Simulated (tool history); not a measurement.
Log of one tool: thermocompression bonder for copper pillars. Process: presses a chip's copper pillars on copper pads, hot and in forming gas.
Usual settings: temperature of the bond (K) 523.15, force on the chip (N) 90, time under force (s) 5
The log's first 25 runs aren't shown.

run     day  temperature of the bond (K)  force on the chip (N)  time under force (s)  hours of work since the heater was calibrated  hours of work since the force cell was calibrated  hours of work since the gas filter was changed  force that shears a chip off (N)
 26  40.458                       523.15                    113                     5                                            450                                                694                                             225                              46.5
 27  42.783                       501.15                     79                     5                                            479                                                723                                             253                              26.1
     45.029  -- forming gas filter changed
 28  45.196                       549.15                    101                     9                                            509                                                752                                               2                              74.7
       45.9  -- heater calibrated with a thermocouple chip
 29  46.867                       516.15                     75                     3                                             12                                                772                                              22                              24.2
 30  48.546                       527.15                     79                     3                                             33                                                793                                              42                              29.2
 31  50.621                       527.15                     79                     3                                             58                                                818                                              68                              29.7
 32  52.421                       527.15                     79                     3                                             81                                                841                                              90                              29.2
 33  54.129                       548.15                    113                     6                                            102                                                862                                             112                              60.2
 34  55.975                       548.15                    113                     6                                            125                                                885                                             134                                60
 35   57.25                       501.15                     90                     7                                            140                                                900                                             150                              32.2
 36  59.662                       522.15                     67                     7                                            170                                                930                                             180                              33.6
 37  62.142                       522.15                     67                     7                                            201                                                961                                             211                                34
 38  63.629                       546.15                     90                     7                                            219                                                979                                             229                              53.6
 39  65.983                       540.15                     90                     5                                            248                                               1008                                             258                              43.6

Forecast each of these 5 alternatives for the next run:
  A  67.2                       540.15                     90                     4                                            263                                               1023                                             273                                 ?
  B  67.2                       499.15                     90                     5                                            263                                               1023                                             273                                 ?
  C  67.2                       546.15                     67                     5                                            263                                               1023                                             273                                 ?
  D  67.2                       523.15                     90                     4                                            263                                               1023                                             273                                 ?
  E  67.2                       521.15                     90                     5                                            263                                               1023                                             273                                 ?

run  force that shears a chip off (N)
  A                              40.7
  B                              27.2
  C                              38.3
  D                              33.6
  E                              36.4
Without the tool's hidden state the same runs would have given:
run  force that shears a chip off (N)
  A                              43.4
  B                              28.4
  C                              40.8
  D                              35.5
  E                              38.4
